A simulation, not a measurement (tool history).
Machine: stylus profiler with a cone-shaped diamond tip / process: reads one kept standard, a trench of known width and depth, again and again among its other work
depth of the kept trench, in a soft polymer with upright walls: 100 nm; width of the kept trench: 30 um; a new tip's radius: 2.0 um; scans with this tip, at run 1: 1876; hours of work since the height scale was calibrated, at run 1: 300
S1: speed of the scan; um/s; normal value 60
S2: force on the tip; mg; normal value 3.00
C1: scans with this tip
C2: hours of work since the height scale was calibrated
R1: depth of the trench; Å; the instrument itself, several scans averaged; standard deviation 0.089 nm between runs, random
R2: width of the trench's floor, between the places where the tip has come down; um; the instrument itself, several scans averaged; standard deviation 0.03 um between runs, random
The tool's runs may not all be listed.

run 1 hour=0.0 | S1=60 S2=3.00 | C1=1876 C2=300 | R1=1014.2 R2=28.47
run 2 hour=13.2 | S1=60 S2=3.00 | C1=1935 C2=309 | R1=1014.1 R2=28.46
run 3 hour=20.7 | S1=60 S2=3.00 | C1=1968 C2=315 | R1=1013.0 R2=28.47
run 4 hour=34.9 | S1=60 S2=3.00 | C1=2031 C2=325 | R1=1014.8 R2=28.47
run 5 hour=44.5 | S1=60 S2=3.00 | C1=2074 C2=331 | R1=1015.1 R2=28.47
run 6 hour=57.3 | S1=60 S2=3.00 | C1=2131 C2=341 | R1=1014.8 R2=28.49
run 7 hour=64.4 | S1=60 S2=3.00 | C1=2162 C2=346 | R1=1015.3 R2=28.48
run 8 hour=74.6 | S1=60 S2=3.00 | C1=2207 C2=353 | R1=1015.7 R2=28.50
run 9 hour=87.3 | S1=60 S2=3.00 | C1=2264 C2=362 | R1=1014.9 R2=28.49
run 10 hour=100.4 | S1=60 S2=3.00 | C1=2322 C2=371 | R1=1015.4 R2=28.48
run 11 hour=111.6 | S1=60 S2=3.00 | C1=2372 C2=379 | R1=1014.2 R2=28.48
run 12 hour=125.6 | S1=60 S2=3.00 | C1=2434 C2=389 | R1=1015.4 R2=28.52
run 13 hour=138.6 | S1=51 S2=3.00 | C1=2492 C2=398 | R1=1015.3 R2=28.52
run 14 hour=148.9 | S1=51 S2=3.00 | C1=2537 C2=406 | R1=1013.2 R2=28.49
run 15 hour=158.5 | S1=60 S2=3.00 | C1=2580 C2=412 | R1=1014.7 R2=28.46
run 16 hour=167.0 | S1=60 S2=3.00 | C1=2618 C2=418 | R1=1015.3 R2=28.42
run 17 hour=179.9 | S1=60 S2=3.00 | C1=2675 C2=428 | R1=1015.7 R2=28.48
run 18 hour=192.1 | S1=60 S2=2.31 | C1=2729 C2=436 | R1=1010.7 R2=28.44
run 19 hour=204.1 | S1=60 S2=2.31 | C1=2783 C2=445 | R1=1012.2 R2=28.40
run 20 hour=217.4 | S1=60 S2=3.00 | C1=2842 C2=454 | R1=1015.7 R2=28.44
run 21 hour=231.7 | S1=60 S2=3.00 | C1=2905 C2=464 | R1=1015.5 R2=28.43
run 22 hour=244.5 | S1=60 S2=3.00 | C1=2962 C2=473 | R1=1015.6 R2=28.49
run 23 hour=256.4 | S1=60 S2=3.00 | C1=3015 C2=482 | R1=1014.9 R2=28.52
run 24 hour=271.7 | S1=98 S2=3.59 | C1=3083 C2=493 | R1=1017.0 R2=28.38
run 25 hour=286.2 | S1=21 S2=3.43 | C1=3147 C2=503 | R1=1016.2 R2=28.59
run 26 hour=298.5 | S1=193 S2=5.90 | C1=3202 C2=512 | R1=1022.4 R2=28.19
run 27 hour=304.8 | S1=193 S2=3.41 | C1=3230 C2=516 | R1=1016.8 R2=28.01
run 28 hour=312.6 | S1=193 S2=3.41 | C1=3264 C2=522 | R1=1015.4 R2=28.04
run 29 hour=326.5 | S1=193 S2=3.41 | C1=3326 C2=532 | R1=1017.9 R2=28.02
run 30 hour=338.7 | S1=38 S2=5.25 | C1=3380 C2=540 | R1=1021.4 R2=28.57
run 31 hour=348.8 | S1=170 S2=3.17 | C1=3425 C2=547 | R1=1014.9 R2=28.10
run 32 hour=359.0 | S1=30 S2=1.75 | C1=3470 C2=555 | R1=1010.0 R2=28.54
run 33 hour=366.0 | S1=30 S2=1.75 | C1=3501 C2=560 | R1=1011.9 R2=28.54
run 34 hour=381.3 | S1=16 S2=6.66 | C1=3569 C2=570 | R1=1024.1 R2=28.66
run 35 hour=390.0 | S1=25 S2=4.59 | C1=3608 C2=577 | R1=1019.6 R2=28.55
run 36 hour=405.1 | S1=25 S2=4.59 | C1=3675 C2=587 | R1=1019.6 R2=28.59
run 37 hour=418.8 | S1=61 S2=4.30 | C1=3736 C2=597 | R1=1017.5 R2=28.48
run 38 hour=431.5 | S1=185 S2=2.47 | C1=3792 C2=606 | R1=1013.2 R2=27.88
run 39 hour=441.8 | S1=185 S2=2.47 | C1=3838 C2=613 | R1=1014.4 R2=27.89
run 40 hour=449.6 | S1=24 S2=2.38 | C1=3873 C2=619 | R1=1012.8 R2=28.61
run 41 hour=457.0 | S1=93 S2=7.26 | C1=3905 C2=624 | R1=1024.1 R2=28.44
run 42 hour=465.0 | S1=130 S2=1.39 | C1=3941 C2=630 | R1=1009.3 R2=27.91

For run 43, what comes out?
run 43 hour=480.6 | S1=230 S2=1.57 | C1=4010 C2=641 | R1=? R2=?

R1: 1010.2 Å
R2: 27.51 um
On a tool with no hidden condition, and with the same random variation, this run would have come out at R1 1007.3 Å, R2 27.60 um.
